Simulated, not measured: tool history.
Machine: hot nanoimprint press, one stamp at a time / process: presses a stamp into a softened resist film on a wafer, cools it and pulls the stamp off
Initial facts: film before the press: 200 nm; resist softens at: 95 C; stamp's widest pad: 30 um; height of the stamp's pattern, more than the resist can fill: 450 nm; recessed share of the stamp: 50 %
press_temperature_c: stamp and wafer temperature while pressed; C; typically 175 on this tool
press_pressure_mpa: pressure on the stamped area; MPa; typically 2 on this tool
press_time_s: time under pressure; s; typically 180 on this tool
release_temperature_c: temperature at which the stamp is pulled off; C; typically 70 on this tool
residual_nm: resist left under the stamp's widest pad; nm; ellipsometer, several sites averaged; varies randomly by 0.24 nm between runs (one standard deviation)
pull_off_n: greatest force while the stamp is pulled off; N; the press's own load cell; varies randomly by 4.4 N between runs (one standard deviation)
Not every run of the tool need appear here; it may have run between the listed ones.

{"run": 1, "hour": 0.0, "press_temperature_c": 175, "press_pressure_mpa": 2, "press_time_s": 180, "release_temperature_c": 70, "residual_nm": 109.2, "pull_off_n": 216}
{"run": 2, "hour": 4.5, "press_temperature_c": 175, "press_pressure_mpa": 2, "press_time_s": 160, "release_temperature_c": 70, "residual_nm": 113.7, "pull_off_n": 209}
{"run": 3, "hour": 12.3, "press_temperature_c": 175, "press_pressure_mpa": 2, "press_time_s": 160, "release_temperature_c": 70, "residual_nm": 113.7, "pull_off_n": 219}
{"run": 4, "hour": 20.9, "press_temperature_c": 175, "press_pressure_mpa": 2, "press_time_s": 160, "release_temperature_c": 70, "residual_nm": 113.8, "pull_off_n": 211}
{"run": 5, "hour": 29.1, "press_temperature_c": 175, "press_pressure_mpa": 2, "press_time_s": 180, "release_temperature_c": 70, "residual_nm": 109.2, "pull_off_n": 216}
{"run": 6, "hour": 37.7, "press_temperature_c": 175, "press_pressure_mpa": 2, "press_time_s": 180, "release_temperature_c": 70, "residual_nm": 109.1, "pull_off_n": 221}
{"run": 7, "hour": 45.4, "press_temperature_c": 175, "press_pressure_mpa": 2, "press_time_s": 180, "release_temperature_c": 70, "residual_nm": 108.8, "pull_off_n": 217}
{"run": 8, "hour": 53.9, "press_temperature_c": 175, "press_pressure_mpa": 2, "press_time_s": 180, "release_temperature_c": 70, "residual_nm": 108.8, "pull_off_n": 214}
{"run": 9, "hour": 62.8, "press_temperature_c": 175, "press_pressure_mpa": 2, "press_time_s": 180, "release_temperature_c": 70, "residual_nm": 108.9, "pull_off_n": 219}
{"run": 10, "hour": 71.3, "press_temperature_c": 175, "press_pressure_mpa": 2, "press_time_s": 180, "release_temperature_c": 70, "residual_nm": 109.2, "pull_off_n": 223}
{"run": 11, "hour": 79.2, "press_temperature_c": 175, "press_pressure_mpa": 2, "press_time_s": 180, "release_temperature_c": 70, "residual_nm": 109, "pull_off_n": 218}
{"run": 12, "hour": 86.5, "press_temperature_c": 175, "press_pressure_mpa": 2, "press_time_s": 180, "release_temperature_c": 70, "residual_nm": 108.7, "pull_off_n": 220}
{"run": 13, "hour": 91.5, "press_temperature_c": 175, "press_pressure_mpa": 2, "press_time_s": 180, "release_temperature_c": 70, "residual_nm": 108.7, "pull_off_n": 216}
{"run": 14, "hour": 95.4, "press_temperature_c": 175, "press_pressure_mpa": 2, "press_time_s": 180, "release_temperature_c": 70, "residual_nm": 108.5, "pull_off_n": 223}
{"run": 15, "hour": 102.6, "press_temperature_c": 175, "press_pressure_mpa": 2, "press_time_s": 171, "release_temperature_c": 70, "residual_nm": 110.3, "pull_off_n": 218}
{"run": 16, "hour": 110.9, "press_temperature_c": 176, "press_pressure_mpa": 2, "press_time_s": 171, "release_temperature_c": 57, "residual_nm": 106.4, "pull_off_n": 282}
{"run": 17, "hour": 116.5, "press_temperature_c": 175, "press_pressure_mpa": 1.65, "press_time_s": 180, "release_temperature_c": 73, "residual_nm": 116.1, "pull_off_n": 198}
{"run": 18, "hour": 125.5, "press_temperature_c": 172, "press_pressure_mpa": 1.34, "press_time_s": 180, "release_temperature_c": 70, "residual_nm": 136.3, "pull_off_n": 214}
{"run": 19, "hour": 130.1, "press_temperature_c": 172, "press_pressure_mpa": 1.34, "press_time_s": 180, "release_temperature_c": 70, "residual_nm": 136, "pull_off_n": 221}
{"run": 20, "hour": 135.5, "press_temperature_c": 186, "press_pressure_mpa": 1.34, "press_time_s": 180, "release_temperature_c": 70, "residual_nm": 85.9, "pull_off_n": 212}
{"run": 21, "hour": 141.0, "press_temperature_c": 186, "press_pressure_mpa": 2.35, "press_time_s": 180, "release_temperature_c": 70, "residual_nm": 67.4, "pull_off_n": 215}
{"hour": 149.6, "done": "stamp cleaned and given a new release coat"}
{"run": 22, "hour": 155.7, "press_temperature_c": 176, "press_pressure_mpa": 1.85, "press_time_s": 306, "release_temperature_c": 56, "residual_nm": 88.6, "pull_off_n": 269}
{"run": 23, "hour": 160.5, "press_temperature_c": 175, "press_pressure_mpa": 1.24, "press_time_s": 169, "release_temperature_c": 70, "residual_nm": 129.6, "pull_off_n": 206}

What does the tool deliver on the next run?
{"run": 24, "hour": 165.4, "press_temperature_c": 175, "press_pressure_mpa": 1.24, "press_time_s": 169, "release_temperature_c": 70, "residual_nm": "?", "pull_off_n": "?"}

residual_nm: 129.4 nm
pull_off_n: 214 N
If the tool had no hidden condition, the same run with the same run-to-run variation would have returned residual_nm 130.9 nm, pull_off_n 214 N.
